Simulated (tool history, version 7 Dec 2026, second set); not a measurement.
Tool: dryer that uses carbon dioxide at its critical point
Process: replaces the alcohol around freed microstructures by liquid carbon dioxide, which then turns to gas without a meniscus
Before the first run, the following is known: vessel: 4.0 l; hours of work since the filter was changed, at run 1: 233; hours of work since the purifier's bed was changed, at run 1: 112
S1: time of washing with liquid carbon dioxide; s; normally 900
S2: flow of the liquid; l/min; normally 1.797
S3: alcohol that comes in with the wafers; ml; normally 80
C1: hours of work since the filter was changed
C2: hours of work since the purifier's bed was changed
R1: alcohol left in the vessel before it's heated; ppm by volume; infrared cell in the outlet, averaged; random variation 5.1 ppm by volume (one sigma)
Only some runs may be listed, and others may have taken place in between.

run 1 hour=0.0 | S1=900 S2=1.797 S3=80 | C1=233 C2=112 | R1=94
run 2 hour=14.3 | S1=900 S2=1.797 S3=80 | C1=240 C2=119 | R1=103
run 3 hour=24.3 | S1=900 S2=2.230 S3=80 | C1=245 C2=124 | R1=51
run 4 hour=33.4 | S1=900 S2=2.230 S3=80 | C1=250 C2=129 | R1=51
run 5 hour=48.9 | S1=900 S2=2.230 S3=80 | C1=257 C2=137 | R1=51
run 6 hour=56.4 | S1=900 S2=2.230 S3=80 | C1=261 C2=140 | R1=45
run 7 hour=65.6 | S1=900 S2=2.230 S3=80 | C1=266 C2=145 | R1=43
run 8 hour=76.1 | S1=1320 S2=2.230 S3=80 | C1=271 C2=150 | R1=28
run 9 hour=87.4 | S1=1320 S2=2.230 S3=80 | C1=276 C2=155 | R1=47
run 10 hour=96.3 | S1=900 S2=1.797 S3=80 | C1=281 C2=160 | R1=117
run 11 hour=111.4 | S1=900 S2=1.797 S3=80 | C1=288 C2=167 | R1=116
run 12 hour=126.1 | S1=900 S2=1.797 S3=80 | C1=296 C2=175 | R1=116
run 13 hour=136.3 | S1=900 S2=1.797 S3=80 | C1=301 C2=180 | R1=112
run 14 hour=150.6 | S1=900 S2=1.797 S3=80 | C1=308 C2=187 | R1=126
run 15 hour=165.5 | S1=900 S2=1.860 S3=105 | C1=315 C2=194 | R1=129
run 16 hour=172.4 | S1=900 S2=1.610 S3=68 | C1=318 C2=197 | R1=160
run 17 hour=184.1 | S1=900 S2=1.700 S3=34 | C1=324 C2=203 | R1=99
run 18 hour=200.1 | S1=900 S2=1.700 S3=34 | C1=332 C2=211 | R1=99
run 19 hour=212.7 | S1=900 S2=1.700 S3=34 | C1=338 C2=217 | R1=95
run 20 hour=222.5 | S1=660 S2=1.160 S3=77 | C1=343 C2=222 | R1=1565
run 21 hour=236.7 | S1=660 S2=1.160 S3=77 | C1=350 C2=229 | R1=1555
run 22 hour=250.0 | S1=1380 S2=1.760 S3=49 | C1=357 C2=236 | R1=55
run 23 hour=262.3 | S1=1140 S2=1.130 S3=49 | C1=363 C2=242 | R1=240
run 24 hour=271.1 | S1=1140 S2=1.130 S3=49 | C1=367 C2=246 | R1=242
run 25 hour=285.8 | S1=1140 S2=1.130 S3=49 | C1=374 C2=254 | R1=228
run 26 hour=300.9 | S1=600 S2=2.420 S3=89 | C1=382 C2=261 | R1=208
run 27 hour=313.4 | S1=600 S2=2.420 S3=89 | C1=388 C2=267 | R1=204

Here are 4 independent what-if runs from the current tool condition. What would each one return?
run A hour=320.5 | S1=1440 S2=1.570 S3=80 | C1=392 C2=271 | R1=?
run B hour=320.5 | S1=780 S2=1.797 S3=80 | C1=392 C2=271 | R1=?
run C hour=320.5 | S1=600 S2=2.420 S3=57 | C1=392 C2=271 | R1=?
run D hour=320.5 | S1=1200 S2=1.797 S3=80 | C1=392 C2=271 | R1=?

run=A R1=69
run=B R1=235
run=C R1=175
run=D R1=84
Take away the tool's hidden state, keep each run's random variation, and the runs would have read:
run=A R1=5
run=B R1=105
run=C R1=74
run=D R1=18
